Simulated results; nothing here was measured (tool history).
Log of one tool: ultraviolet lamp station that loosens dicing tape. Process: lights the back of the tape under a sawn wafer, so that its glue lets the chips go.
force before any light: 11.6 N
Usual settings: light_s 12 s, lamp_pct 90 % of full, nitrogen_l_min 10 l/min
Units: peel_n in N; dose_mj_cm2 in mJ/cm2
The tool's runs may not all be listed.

| run | hour | light_s | lamp_pct | nitrogen_l_min | peel_n | dose_mj_cm2 |
|---|---|---|---|---|---|---|
| 1 | 0 | 12 | 90 | 10 | 0.438 | 535 |
| 2 | 92.8 | 12 | 90 | 10 | 0.45 | 527 |
|  | 160.4 | window cleaned of glue's vapour |
| 3 | 166.2 | 12 | 90 | 5 | 0.591 | 543 |
| 4 | 262.7 | 12 | 90 | 5 | 0.644 | 530 |
| 5 | 361.7 | 12 | 90 | 11 | 0.441 | 516 |
| 6 | 444 | 12 | 90 | 11 | 0.441 | 505 |
| 7 | 504.1 | 12 | 90 | 10 | 0.505 | 502 |
| 8 | 602.9 | 12 | 90 | 10 | 0.517 | 488 |
| 9 | 671.2 | 12 | 90 | 10 | 0.543 | 475 |
| 10 | 755.9 | 12 | 90 | 10 | 0.58 | 470 |
| 11 | 806.6 | 12 | 90 | 10 | 0.615 | 463 |
| 12 | 849.8 | 12 | 90 | 16 | 0.48 | 459 |
| 13 | 941.6 | 12 | 90 | 4 | 1.088 | 443 |
| 14 | 1033.1 | 12 | 90 | 4 | 1.19 | 428 |
| 15 | 1131.7 | 12 | 90 | 10 | 0.724 | 418 |
| 16 | 1173.2 | 12 | 90 | 10 | 0.746 | 420 |
| 17 | 1266.5 | 12 | 84 | 10 | 0.947 | 374 |
|  | 1317 | window cleaned of glue's vapour |
| 18 | 1322.1 | 12 | 90 | 10 | 0.725 | 425 |
| 19 | 1411.7 | 7 | 90 | 10 | 2.119 | 238 |
| 20 | 1475.1 | 12 | 66 | 10 | 1.485 | 294 |
| 21 | 1552.6 | 12 | 66 | 10 | 1.588 | 290 |
|  | 1611 | lamp changed |
| 22 | 1619.8 | 12 | 66 | 10 | 0.655 | 435 |
| 23 | 1699.1 | 12 | 66 | 10 | 0.697 | 426 |
| 24 | 1754.7 | 20 | 73 | 14 | 0.244 | 779 |
| 25 | 1857.7 | 12 | 64 | 10 | 0.803 | 399 |
| 26 | 1945.9 | 12 | 64 | 10 | 0.838 | 387 |
| 27 | 2015.7 | 12 | 64 | 10 | 0.863 | 383 |
| 28 | 2117 | 12 | 64 | 10 | 0.946 | 372 |
| 29 | 2206 | 12 | 64 | 10 | 0.988 | 368 |
| 30 | 2284.1 | 12 | 64 | 10 | 1.039 | 358 |

The next listed run, before its measurement:
| 31 | 2343 | 12 | 80 | 10 | ? | ? |

{"run 31": {"peel_n": 0.662, "dose_mj_cm2": 439}}
Without the tool's hidden state the same run would have given peel_n 0.419 N, dose_mj_cm2 547 mJ/cm2.
